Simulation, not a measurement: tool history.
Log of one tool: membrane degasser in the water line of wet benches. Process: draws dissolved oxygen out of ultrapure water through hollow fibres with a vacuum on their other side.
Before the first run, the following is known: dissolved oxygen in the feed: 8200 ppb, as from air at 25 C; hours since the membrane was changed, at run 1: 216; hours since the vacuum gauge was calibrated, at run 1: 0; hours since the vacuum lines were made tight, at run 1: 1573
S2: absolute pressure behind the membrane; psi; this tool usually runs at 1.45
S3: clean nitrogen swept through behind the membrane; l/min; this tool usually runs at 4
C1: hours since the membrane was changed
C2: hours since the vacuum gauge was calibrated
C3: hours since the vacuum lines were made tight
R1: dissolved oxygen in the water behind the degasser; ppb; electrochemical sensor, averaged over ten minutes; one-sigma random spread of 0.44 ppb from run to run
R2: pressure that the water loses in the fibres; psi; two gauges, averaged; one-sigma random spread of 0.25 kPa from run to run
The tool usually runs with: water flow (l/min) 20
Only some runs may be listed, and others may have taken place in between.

{"run": 1, "hour": 0.0, "water flow (l/min)": 20, "S2": 1.45, "S3": 4, "C1": 216, "C2": 0, "C3": 1573, "R1": 87.6, "R2": 9.799}
{"run": 2, "hour": 97.1, "water flow (l/min)": 20, "S2": 1.45, "S3": 4, "C1": 313, "C2": 97, "C3": 1670, "R1": 88.2, "R2": 9.826}
{"run": 3, "hour": 175.1, "water flow (l/min)": 20, "S2": 1.45, "S3": 4, "C1": 391, "C2": 175, "C3": 1748, "R1": 88.4, "R2": 9.921}
{"run": 4, "hour": 228.0, "water flow (l/min)": 21, "S2": 1.45, "S3": 4, "C1": 444, "C2": 228, "C3": 1801, "R1": 93.6, "R2": 10.409}
{"run": 5, "hour": 355.7, "water flow (l/min)": 20, "S2": 1.45, "S3": 4, "C1": 571, "C2": 356, "C3": 1929, "R1": 88.2, "R2": 9.879}
{"run": 6, "hour": 414.7, "water flow (l/min)": 20, "S2": 1.45, "S3": 4, "C1": 630, "C2": 415, "C3": 1988, "R1": 88, "R2": 9.915}
{"run": 7, "hour": 517.3, "water flow (l/min)": 20, "S2": 1.45, "S3": 4, "C1": 733, "C2": 517, "C3": 2091, "R1": 88, "R2": 9.881}
{"run": 8, "hour": 579.6, "water flow (l/min)": 23, "S2": 1.45, "S3": 4, "C1": 795, "C2": 580, "C3": 2153, "R1": 106.8, "R2": 11.38}
{"run": 9, "hour": 695.2, "water flow (l/min)": 26, "S2": 1.45, "S3": 1.73, "C1": 911, "C2": 695, "C3": 2268, "R1": 251.3, "R2": 12.794}
{"run": 10, "hour": 749.6, "water flow (l/min)": 15, "S2": 1.45, "S3": 4, "C1": 965, "C2": 750, "C3": 2323, "R1": 63.4, "R2": 7.4}
{"run": 11, "hour": 858.1, "water flow (l/min)": 15, "S2": 1.45, "S3": 4, "C1": 1074, "C2": 858, "C3": 2431, "R1": 63.5, "R2": 7.43}
{"run": 12, "hour": 981.5, "water flow (l/min)": 27, "S2": 1.02, "S3": 10.3, "C1": 1197, "C2": 981, "C3": 2555, "R1": 50.6, "R2": 13.352}
{"run": 13, "hour": 1064.7, "water flow (l/min)": 27, "S2": 3.36, "S3": 5.65, "C1": 1280, "C2": 1065, "C3": 2638, "R1": 252.4, "R2": 13.371}
{"run": 14, "hour": 1117.4, "water flow (l/min)": 32, "S2": 3.12, "S3": 5.65, "C1": 1333, "C2": 1117, "C3": 2691, "R1": 293.8, "R2": 15.77}
{"run": 15, "hour": 1216.0, "water flow (l/min)": 15, "S2": 0.96, "S3": 8.33, "C1": 1432, "C2": 1216, "C3": 2789, "R1": 16.3, "R2": 7.449}

3 ways to go on from here, each from the tool as it stands after run 15. What would each give?
{"run": "A", "hour": 1308.4, "water flow (l/min)": 14, "S2": 2.44, "S3": 4, "C1": 1524, "C2": 1308, "C3": 2882, "R1": "?", "R2": "?"}
{"run": "B", "hour": 1308.4, "water flow (l/min)": 26, "S2": 0.91, "S3": 1.75, "C1": 1524, "C2": 1308, "C3": 2882, "R1": "?", "R2": "?"}
{"run": "C", "hour": 1308.4, "water flow (l/min)": 19, "S2": 1.03, "S3": 3.22, "C1": 1524, "C2": 1308, "C3": 2882, "R1": "?", "R2": "?"}

run=A R1=117.9 R2=6.971
run=B R1=126.9 R2=12.894
run=C R1=60.6 R2=9.435
What these runs would have given with no unlogged condition in the tool:
run=A R1=116.9 R2=6.912
run=B R1=125.5 R2=12.787
run=C R1=60 R2=9.356
